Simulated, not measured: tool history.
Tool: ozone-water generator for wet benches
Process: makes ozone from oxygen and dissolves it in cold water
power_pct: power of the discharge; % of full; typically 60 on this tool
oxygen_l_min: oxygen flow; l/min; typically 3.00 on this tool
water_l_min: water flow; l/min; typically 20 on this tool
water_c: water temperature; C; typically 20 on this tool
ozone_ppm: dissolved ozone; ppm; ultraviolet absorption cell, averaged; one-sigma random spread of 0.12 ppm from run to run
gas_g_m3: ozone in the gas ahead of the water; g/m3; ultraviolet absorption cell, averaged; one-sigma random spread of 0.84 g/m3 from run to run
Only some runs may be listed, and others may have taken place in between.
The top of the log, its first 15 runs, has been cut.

Run 16, day 56.721: usual settings but water_c 16 C. Result: ozone_ppm 10.7 ppm, gas_g_m3 131.3 g/m3.
Run 17, day 59.833: usual settings but water_l_min 16 l/min, water_c 16 C. Result: ozone_ppm 13.2 ppm, gas_g_m3 129.3 g/m3.
Run 18, day 62.275: usual settings but water_l_min 16 l/min, water_c 16 C. Result: ozone_ppm 13.1 ppm, gas_g_m3 131.5 g/m3.
Run 19, day 66.088: usual settings but oxygen_l_min 4.53 l/min, water_c 27 C. Result: ozone_ppm 10.7 ppm, gas_g_m3 114.7 g/m3.
Run 20, day 70.667: usual settings but power_pct 73 % of full, oxygen_l_min 4.53 l/min, water_c 27 C. Result: ozone_ppm 12.1 ppm, gas_g_m3 129.9 g/m3.
Run 21, day 75.621: usual settings but power_pct 76 % of full, oxygen_l_min 2.41 l/min, water_l_min 30 l/min, water_c 25 C. Result: ozone_ppm 7.0 ppm, gas_g_m3 163.2 g/m3.
At day 76.154: contactor cleaned.
Run 22, day 80.242: usual settings but power_pct 69 % of full, oxygen_l_min 2.41 l/min, water_l_min 30 l/min, water_c 25 C. Result: ozone_ppm 6.5 ppm, gas_g_m3 152.5 g/m3.
Run 23, day 85.629: usual settings but power_pct 65 % of full, oxygen_l_min 3.26 l/min, water_l_min 21 l/min, water_c 14 C. Result: ozone_ppm 11.1 ppm, gas_g_m3 132.5 g/m3.
At day 87.162: contactor cleaned, once more.
Run 24, day 89.529: usual settings but power_pct 65 % of full, oxygen_l_min 3.26 l/min, water_l_min 13 l/min, water_c 14 C. Result: ozone_ppm 17.3 ppm, gas_g_m3 133.2 g/m3.
Run 25, day 94.288: usual settings but power_pct 51 % of full, water_l_min 12 l/min. Result: ozone_ppm 14.3 ppm, gas_g_m3 115.9 g/m3.
Run 26, day 99.100: usual settings but power_pct 54 % of full, oxygen_l_min 2.30 l/min, water_l_min 14 l/min, water_c 23 C. Result: ozone_ppm 11.8 ppm, gas_g_m3 130.6 g/m3.
Run 27, day 101.750: usual settings but power_pct 54 % of full, oxygen_l_min 3.63 l/min, water_l_min 21 l/min, water_c 23 C. Result: ozone_ppm 9.4 ppm, gas_g_m3 112.9 g/m3.
Run 28, day 105.333: usual settings but power_pct 54 % of full, oxygen_l_min 3.63 l/min, water_l_min 21 l/min, water_c 23 C. Result: ozone_ppm 9.4 ppm, gas_g_m3 112.6 g/m3.
Run 29, day 109.546: usual settings but power_pct 97 % of full. Result: ozone_ppm 14.0 ppm, gas_g_m3 178.1 g/m3.
Run 30, day 113.404: usual settings but power_pct 42 % of full, oxygen_l_min 3.36 l/min, water_l_min 23 l/min. Result: ozone_ppm 7.0 ppm, gas_g_m3 95.8 g/m3.
Run 31, day 116.967: usual settings but power_pct 70 % of full, oxygen_l_min 4.84 l/min, water_l_min 22 l/min, water_c 27 C. Result: ozone_ppm 10.8 ppm, gas_g_m3 122.1 g/m3.
Run 32, day 121.458: usual settings but power_pct 70 % of full, oxygen_l_min 4.84 l/min, water_l_min 22 l/min, water_c 27 C. Result: ozone_ppm 10.6 ppm, gas_g_m3 122.1 g/m3.
Run 33, day 124.562: usual settings but oxygen_l_min 4.92 l/min, water_l_min 32 l/min. Result: ozone_ppm 7.5 ppm, gas_g_m3 108.3 g/m3.

Alternative continuations, all from the tool just after run 33; predict every row:
Run A, day 129.283: usual settings but power_pct 71 % of full, oxygen_l_min 2.98 l/min, water_l_min 32 l/min. Result: ozone_ppm ?, gas_g_m3 ?.
Run B, day 129.283: usual settings but oxygen_l_min 4.92 l/min, water_l_min 22 l/min. Result: ozone_ppm ?, gas_g_m3 ?.
Run C, day 129.283: usual settings but oxygen_l_min 3.60 l/min, water_c 16 C. Result: ozone_ppm ?, gas_g_m3 ?.

run  ozone_ppm  gas_g_m3
  A        7.0     142.2
  B       10.6     108.6
  C       11.2     121.0
Without the tool's hidden state the same runs would have given:
run  ozone_ppm  gas_g_m3
  A        7.6     152.5
  B       11.4     115.6
  C       12.0     128.8

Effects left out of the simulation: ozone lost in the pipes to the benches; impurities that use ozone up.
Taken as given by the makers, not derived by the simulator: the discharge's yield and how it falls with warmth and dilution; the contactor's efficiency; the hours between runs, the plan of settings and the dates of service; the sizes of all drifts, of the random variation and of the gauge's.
